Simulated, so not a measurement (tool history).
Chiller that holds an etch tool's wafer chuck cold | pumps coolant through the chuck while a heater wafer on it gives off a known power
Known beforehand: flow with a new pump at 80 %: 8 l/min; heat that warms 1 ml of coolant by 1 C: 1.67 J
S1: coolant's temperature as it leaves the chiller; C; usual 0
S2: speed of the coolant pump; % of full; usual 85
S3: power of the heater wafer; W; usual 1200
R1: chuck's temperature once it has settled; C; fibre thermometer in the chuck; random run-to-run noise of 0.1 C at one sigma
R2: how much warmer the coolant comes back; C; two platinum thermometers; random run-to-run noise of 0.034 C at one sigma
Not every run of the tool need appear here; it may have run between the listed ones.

run 1 day=0.000 | S1=0 S2=85 S3=1200 | R1=10.8 R2=5.10
run 2 day=2.238 | S1=0 S2=85 S3=1200 | R1=10.7 R2=5.11
run 3 day=5.421 | S1=0 S2=87 S3=1200 | R1=10.4 R2=4.94
run 4 day=8.783 | S1=0 S2=85 S3=1634 | R1=14.4 R2=6.87
run 5 day=13.071 | S1=0 S2=98 S3=1634 | R1=12.7 R2=5.94
run 6 day=16.254 | S1=0 S2=98 S3=1634 | R1=12.8 R2=5.99
run 7 day=19.500 | S1=0 S2=85 S3=1200 | R1=10.6 R2=5.11
run 8 day=23.542 | S1=0 S2=85 S3=1200 | R1=10.6 R2=5.22
run 9 day=25.608 | S1=0 S2=85 S3=1200 | R1=10.7 R2=5.12
run 10 day=28.338 | S1=0 S2=85 S3=1200 | R1=10.7 R2=5.18
run 11 day=32.833 | S1=0 S2=85 S3=1200 | R1=10.6 R2=5.20
run 12 day=36.433 | S1=0 S2=85 S3=1200 | R1=10.6 R2=5.26
run 13 day=39.538 | S1=0 S2=85 S3=1200 | R1=10.6 R2=5.29
run 14 day=42.621 | S1=0 S2=85 S3=1200 | R1=10.5 R2=5.19
run 15 day=46.096 | S1=0 S2=85 S3=1200 | R1=10.7 R2=5.30
run 16 day=48.933 | S1=1 S2=91 S3=677 | R1=6.6 R2=2.86

Predict the results of run 17:
run 17 day=51.658 | S1=1 S2=67 S3=677 | R1=? R2=?

{"run 17": {"R1": 8.3, "R2": 3.96}}
The same run, on a tool lacking any hidden state, would have yielded R1 8.3 C, R2 3.71 C.
